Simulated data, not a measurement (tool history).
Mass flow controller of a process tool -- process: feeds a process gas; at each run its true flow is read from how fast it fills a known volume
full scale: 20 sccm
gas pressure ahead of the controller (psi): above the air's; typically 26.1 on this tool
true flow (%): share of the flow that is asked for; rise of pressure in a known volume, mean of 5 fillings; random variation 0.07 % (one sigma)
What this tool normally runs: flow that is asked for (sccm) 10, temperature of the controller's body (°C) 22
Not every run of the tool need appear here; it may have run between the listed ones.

run,hour,flow that is asked for (sccm),gas pressure ahead of the controller (psi),temperature of the controller's body (°C),true flow (%)
1,0,10,26.1,22,98.26
2,49.2,10,26.1,22,98.15
3,126.1,10,26.1,22,98.17
4,187.7,10,34.7,22,97.98
5,223,10,31,22,98.12
6,271.2,10,31,22,98.02
7,310.5,10,26.1,27,98.55
8,392.6,10,26.4,22,98.16
9,454.9,10,26.4,22,98.25
10,503.4,8,26.1,22,97.68
11,558,8,26.1,22,97.81
12,614.2,10,26.1,22,98.23
13,669.3,10,26.1,22,98.22
14,723,7,26.1,22,97.4
15,801.9,7,26.1,22,97.48
16,869.7,7,26.1,22,97.37
17,925.6,8,26.1,22,97.66
18,989.3,8,26.1,22,97.68
19,1034.7,10,26.1,31,98.84
20,1078.8,10,26.1,22,98.26
21,1135.1,10,26.1,22,98.21
22,1211.1,10,24.2,22,98.43
23,1268.7,10,24.2,22,98.29
24,1331.1,10,24.2,29,98.7
25,1398.7,11,26.1,24,98.43
26,1447.3,11,26.1,24,98.69
27,1507.2,2,31.6,22,93.71
28,1540.7,10,35.1,22,97.98
29,1586.2,3,23.9,22,95.23
# hour 1593.4: controller's zero set anew
30,1636.2,5,26.1,22,96.09
31,1686,10,36.8,36,98.48
32,1741.8,7,21.6,34,97.92
# hour 1764.6: controller's zero set anew, once more
33,1781.9,7,21.6,34,99.43
34,1840.2,19,24.7,38,101.55
35,1909.8,4,24.7,35,98.77
36,1943.8,4,24.7,35,98.63
37,2015,4,24.7,35,98.78
38,2094.4,8,26.1,22,98.77
39,2176.6,10,35.7,28,99.09
40,2238.6,10,35.7,28,99.16
41,2319.2,4,31.8,26,97.88
42,2360.7,4,31.8,26,97.84
43,2437.8,4,31.8,26,97.97
44,2518.8,7,29.6,26,98.63
45,2567.3,10,38.6,23,98.87
46,2607.4,10,38.6,23,98.79
47,2684.5,10,38.6,23,98.77
48,2741.7,10,38.6,23,98.72

Below, each run's measurement less what the same run would have read without the hidden state. Both values contain the same run-to-run variation, but the gauge's scatter may not be the same in both:
Unlogged tool condition in this case: flow at rest that the sensor doesn't see, % of full scale; true flow over the shown one, %; drift of the gauge itself on true_pct, %.
run,true flow (%)
1,+0.02
2,+0.03
3,+0.03
4,+0.04
5,+0.03
6,+0.03
7,+0.04
8,+0.04
9,+0.03
10,-0.1
11,-0.11
12,+0.03
13,+0.04
14,-0.23
15,-0.23
16,-0.23
17,-0.12
18,-0.12
19,+0.04
20,+0.04
21,+0.04
22,+0.05
23,+0.05
24,+0.05
25,+0.13
26,+0.13
27,-3.04
28,+0.05
29,-1.79
30,-1.31
31,-0.22
32,-0.7
33,+0.84
34,+0.88
35,+0.75
36,+0.74
37,+0.72
38,+0.83
39,+0.85
40,+0.86
41,+0.62
42,+0.62
43,+0.59
44,+0.78
45,+0.86
46,+0.86
47,+0.87
48,+0.86
